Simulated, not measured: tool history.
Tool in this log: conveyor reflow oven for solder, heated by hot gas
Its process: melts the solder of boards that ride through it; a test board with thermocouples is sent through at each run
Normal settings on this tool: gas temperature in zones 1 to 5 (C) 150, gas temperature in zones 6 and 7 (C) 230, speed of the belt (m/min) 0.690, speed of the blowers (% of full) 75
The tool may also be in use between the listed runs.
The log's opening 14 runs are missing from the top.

| run | day | gas temperature in zones 1 to 5 (C) | gas temperature in zones 6 and 7 (C) | speed of the belt (m/min) | speed of the blowers (% of full) | highest temperature of the board (C) | time above the solder's melting point (s) |
|---|---|---|---|---|---|---|---|
| 15 | 19.138 | 148 | 230 | 0.690 | 75 | 215.8 | 41.6 |
| 16 | 20.767 | 148 | 230 | 0.649 | 52 | 213.5 | 41.6 |
| 17 | 21.808 | 157 | 230 | 0.649 | 52 | 214.4 | 46.4 |
| 18 | 22.696 | 150 | 239 | 0.614 | 75 | 226.8 | 52.7 |
| 19 | 24.504 | 156 | 231 | 0.639 | 69 | 217.9 | 49.1 |
| 20 | 26.204 | 156 | 234 | 0.569 | 69 | 223.6 | 58.2 |
| 21 | 27.779 | 162 | 234 | 0.568 | 69 | 223.0 | 60.7 |
| 22 | 29.304 | 142 | 234 | 0.568 | 56 | 218.0 | 50.4 |
|  | 31.117 | flux residue cleaned out of gas plates and filters |
| 23 | 31.117 | 144 | 234 | 0.751 | 56 | 212.3 | 34.3 |
| 24 | 32.925 | 144 | 234 | 0.751 | 56 | 211.5 | 34.3 |
| 25 | 34.329 | 144 | 234 | 0.751 | 56 | 211.6 | 33.6 |
| 26 | 35.588 | 137 | 241 | 0.818 | 75 | 218.0 | 33.0 |
| 27 | 37.112 | 142 | 241 | 0.818 | 60 | 213.6 | 32.2 |
| 28 | 38.675 | 150 | 230 | 0.686 | 75 | 216.0 | 42.3 |
| 29 | 40.304 | 159 | 230 | 0.558 | 75 | 220.4 | 59.5 |
|  | 40.638 | belt drive overhauled, speed set with a stopwatch |
| 30 | 42.000 | 150 | 230 | 0.600 | 80 | 218.6 | 49.9 |

3 options for the next run, each taken on its own from the tool as it stands now. Forecast them:
| A | 43.258 | 150 | 243 | 0.568 | 77 | ? | ? |
| B | 43.258 | 150 | 238 | 0.600 | 80 | ? | ? |
| C | 43.258 | 150 | 230 | 0.824 | 80 | ? | ? |

| run | highest temperature of the board (C) | time above the solder's melting point (s) |
|---|---|---|
| A | 230.9 | 58.5 |
| B | 225.4 | 52.9 |
| C | 210.5 | 31.4 |
Without the tool's unlogged condition, the same runs would have read:
| run | highest temperature of the board (C) | time above the solder's melting point (s) |
|---|---|---|
| A | 234.3 | 59.7 |
| B | 228.8 | 54.3 |
| C | 214.4 | 33.7 |
